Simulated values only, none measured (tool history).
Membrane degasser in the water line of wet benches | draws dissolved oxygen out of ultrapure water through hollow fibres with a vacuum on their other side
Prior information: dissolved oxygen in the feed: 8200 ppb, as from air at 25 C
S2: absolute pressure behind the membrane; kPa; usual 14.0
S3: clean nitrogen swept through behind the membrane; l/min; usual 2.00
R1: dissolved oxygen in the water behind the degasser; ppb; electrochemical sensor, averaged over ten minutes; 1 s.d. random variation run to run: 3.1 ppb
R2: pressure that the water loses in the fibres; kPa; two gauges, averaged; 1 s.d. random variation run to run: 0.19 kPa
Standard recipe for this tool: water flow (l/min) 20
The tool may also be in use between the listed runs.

{"run": 1, "day": 0.0, "water flow (l/min)": 20, "S2": 14.0, "S3": 2.0, "R1": 306.7, "R2": 41.68}
{"run": 2, "day": 9.792, "water flow (l/min)": 20, "S2": 14.0, "S3": 2.0, "R1": 312.5, "R2": 41.36}
{"run": 3, "day": 19.012, "water flow (l/min)": 20, "S2": 14.0, "S3": 2.0, "R1": 314.4, "R2": 41.61}
{"day": 28.404, "done": "vacuum gauge calibrated"}
{"run": 4, "day": 28.817, "water flow (l/min)": 20, "S2": 14.0, "S3": 2.0, "R1": 313.0, "R2": 41.57}
{"run": 5, "day": 38.279, "water flow (l/min)": 20, "S2": 14.0, "S3": 2.0, "R1": 304.5, "R2": 41.42}
{"run": 6, "day": 44.971, "water flow (l/min)": 20, "S2": 14.0, "S3": 2.09, "R1": 300.4, "R2": 41.75}
{"run": 7, "day": 57.6, "water flow (l/min)": 20, "S2": 14.0, "S3": 2.09, "R1": 301.5, "R2": 41.47}
{"run": 8, "day": 70.021, "water flow (l/min)": 20, "S2": 14.0, "S3": 2.09, "R1": 303.7, "R2": 41.58}
{"run": 9, "day": 81.667, "water flow (l/min)": 20, "S2": 14.0, "S3": 2.09, "R1": 301.1, "R2": 41.79}
{"run": 10, "day": 91.688, "water flow (l/min)": 20, "S2": 22.1, "S3": 2.0, "R1": 481.2, "R2": 41.82}
{"run": 11, "day": 106.292, "water flow (l/min)": 20, "S2": 23.2, "S3": 2.0, "R1": 497.8, "R2": 41.82}
{"run": 12, "day": 120.683, "water flow (l/min)": 20, "S2": 23.2, "S3": 2.0, "R1": 510.3, "R2": 41.84}
{"run": 13, "day": 131.275, "water flow (l/min)": 20, "S2": 23.2, "S3": 2.0, "R1": 503.9, "R2": 41.72}
{"day": 138.921, "done": "seals of the vacuum lines changed"}
{"run": 14, "day": 144.121, "water flow (l/min)": 20, "S2": 23.2, "S3": 2.0, "R1": 520.7, "R2": 41.83}
{"run": 15, "day": 151.842, "water flow (l/min)": 20, "S2": 14.0, "S3": 2.0, "R1": 306.5, "R2": 41.84}
{"run": 16, "day": 163.996, "water flow (l/min)": 20, "S2": 14.0, "S3": 2.0, "R1": 310.9, "R2": 41.81}
{"run": 17, "day": 170.421, "water flow (l/min)": 20, "S2": 14.0, "S3": 2.0, "R1": 311.4, "R2": 41.83}
{"run": 18, "day": 179.017, "water flow (l/min)": 24, "S2": 20.5, "S3": 2.18, "R1": 510.7, "R2": 50.47}
{"run": 19, "day": 187.062, "water flow (l/min)": 24, "S2": 20.5, "S3": 2.18, "R1": 510.5, "R2": 50.39}
{"run": 20, "day": 200.175, "water flow (l/min)": 13, "S2": 14.6, "S3": 0.96, "R1": 379.5, "R2": 27.48}
{"run": 21, "day": 210.688, "water flow (l/min)": 13, "S2": 14.6, "S3": 0.96, "R1": 380.2, "R2": 27.4}
{"run": 22, "day": 222.342, "water flow (l/min)": 20, "S2": 11.4, "S3": 1.72, "R1": 285.4, "R2": 42.13}
{"run": 23, "day": 233.9, "water flow (l/min)": 20, "S2": 31.7, "S3": 1.17, "R1": 1053.3, "R2": 42.3}
{"run": 24, "day": 243.171, "water flow (l/min)": 20, "S2": 31.7, "S3": 1.17, "R1": 1028.2, "R2": 41.92}
{"run": 25, "day": 249.346, "water flow (l/min)": 20, "S2": 31.7, "S3": 1.17, "R1": 1034.7, "R2": 42.6}
{"run": 26, "day": 261.667, "water flow (l/min)": 20, "S2": 31.7, "S3": 1.17, "R1": 1042.3, "R2": 42.6}
{"run": 27, "day": 275.529, "water flow (l/min)": 20, "S2": 31.7, "S3": 1.17, "R1": 1028.9, "R2": 42.5}
{"run": 28, "day": 285.442, "water flow (l/min)": 18, "S2": 30.3, "S3": 1.76, "R1": 660.7, "R2": 38.43}
{"run": 29, "day": 291.517, "water flow (l/min)": 18, "S2": 30.3, "S3": 1.76, "R1": 665.6, "R2": 37.98}
{"day": 306.342, "done": "gauge calibrated"}
{"run": 30, "day": 306.342, "water flow (l/min)": 18, "S2": 21.7, "S3": 1.11, "R1": 687.5, "R2": 36.88}
{"run": 31, "day": 314.854, "water flow (l/min)": 20, "S2": 14.0, "S3": 1.5, "R1": 392.7, "R2": 41.45}
{"day": 317.317, "done": "vacuum gauge calibrated"}
{"run": 32, "day": 324.871, "water flow (l/min)": 15, "S2": 20.2, "S3": 1.93, "R1": 348.4, "R2": 30.95}
{"run": 33, "day": 338.562, "water flow (l/min)": 15, "S2": 17.4, "S3": 0.83, "R1": 585.3, "R2": 31.38}

3 options for the next run, each taken on its own from the tool as it stands now. Forecast them:
{"run": "A", "day": 351.462, "water flow (l/min)": 21, "S2": 17.4, "S3": 3.05, "R1": "?", "R2": "?"}
{"run": "B", "day": 351.462, "water flow (l/min)": 20, "S2": 17.4, "S3": 0.84, "R1": "?", "R2": "?"}
{"run": "C", "day": 351.462, "water flow (l/min)": 15, "S2": 25.2, "S3": 0.83, "R1": "?", "R2": "?"}

run=A R1=298.7 R2=43.94
run=B R1=735.1 R2=41.56
run=C R1=847.3 R2=31.30
The same runs, with their run-to-run variation unchanged, on a tool lacking any hidden condition would have given:
run=A R1=298.5 R2=43.74
run=B R1=734.9 R2=41.37
run=C R1=847.0 R2=31.16
